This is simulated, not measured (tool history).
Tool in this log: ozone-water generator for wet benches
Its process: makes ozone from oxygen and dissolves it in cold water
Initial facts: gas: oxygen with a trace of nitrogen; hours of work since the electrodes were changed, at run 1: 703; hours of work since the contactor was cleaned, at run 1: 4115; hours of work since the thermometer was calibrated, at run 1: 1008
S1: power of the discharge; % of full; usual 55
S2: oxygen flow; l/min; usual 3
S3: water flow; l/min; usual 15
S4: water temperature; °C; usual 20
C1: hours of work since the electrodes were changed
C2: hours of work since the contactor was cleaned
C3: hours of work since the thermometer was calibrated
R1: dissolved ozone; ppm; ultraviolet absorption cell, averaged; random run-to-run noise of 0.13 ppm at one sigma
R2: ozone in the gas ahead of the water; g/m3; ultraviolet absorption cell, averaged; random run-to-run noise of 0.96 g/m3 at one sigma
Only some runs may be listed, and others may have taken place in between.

run    hour  S1    S2  S3  S4    C1    C2    C3    R1     R2
  1       0  55     3  15  20   703  4115  1008    14  165.1
  2    52.9  55     3  15  20   739  4151  1044    14  165.7
  3      85  55     3  15  20   761  4173  1066  13.9  165.7
  4     132  55     3  15  20   793  4205  1098  13.8  164.4
  5     172  55     3  15  20   821  4233  1126  13.9  164.3
  6     196  55     3  15  20   837  4249  1142    14  165.1
  7   221.3  55     3  15  13   855  4267  1160    15    164
  8   251.2  55     3  15  13   875  4287  1180  15.1  165.1
  9   304.2  55     3  15  18   911  4324  1217  14.2  164.9
 10   327.4  55     3  15  18   927  4339  1232  14.2  165.4
 11   372.7  55  4.46  15  18   958  4371  1264  13.6    129
 12   402.1  55  2.21  15  20   979  4391  1284  13.9  199.2
 13   434.4  55     3  15  20  1001  4413  1306  13.7  164.7
      484.3  -- contactor cleaned
 14   487.9  55     3  13  20  1035     3  1340  15.6  164.8
 15   528.3  55     3  13  20  1063    30  1368  15.8  165.6
 16   559.7  55     3  13  20  1084    52  1389  15.6  163.4
 17   602.1  55     3  19  14  1113    81  1418  11.4  164.8
 18   635.5  88     3  15  20  1136   104  1441  18.7  222.8
 19     676  88     3  15  20  1164   132  1469  18.5  220.9
 20   714.4  44     3  15  20  1190   158  1495    12  142.7
 21   767.4  44     3  15  20  1227   194  1532  11.9  143.5
 22   806.8  44     3  15  20  1254   221  1559  12.1  142.8
 23   845.2  44     3  15  20  1280   248  1585  11.9  143.5
 24   876.8  44     3  15  20  1302   269  1607  12.1  142.3
 25   928.4  82     3  11  14  1337   305  1642  25.4  214.1
 26   971.6  82     3  11  14  1367   335  1672  25.3  211.8
 27   995.7  45  2.46  22  27  1383   351  1688   7.2  165.1
 28  1045.8  89  2.46  22  27  1418   385  1723  11.8  250.8
 29  1090.5  90  3.17  15  20  1448   416  1753  18.5  215.3
 30  1116.3  55     3  17  15  1466   434  1771  12.9  162.7
 31  1163.5  50  3.01  16  27  1498   466  1804  10.8  154.3
 32  1194.3  50  3.01  16  27  1520   487  1825  11.1  154.5

Below are 4 alternative next runs, each starting from the tool's condition after run 32. Predict each:
  A  1217.9  93  3.01  16  26  1536  503  1841   ?   ?
  B  1217.9  94     3  14  20  1536  503  1841   ?   ?
  C  1217.9  55     3  17  20  1536  503  1841   ?   ?
  D  1217.9  55  1.99  15  20  1536  503  1841   ?   ?

run    R1     R2
  A  16.7  228.8
  B  20.7  230.7
  C    12  164.8
  D  13.5    215
What these runs would have given with no unlogged condition in the tool:
run    R1     R2
  A  16.8    229
  B  20.7  230.9
  C    12  164.8
  D  13.6  215.1

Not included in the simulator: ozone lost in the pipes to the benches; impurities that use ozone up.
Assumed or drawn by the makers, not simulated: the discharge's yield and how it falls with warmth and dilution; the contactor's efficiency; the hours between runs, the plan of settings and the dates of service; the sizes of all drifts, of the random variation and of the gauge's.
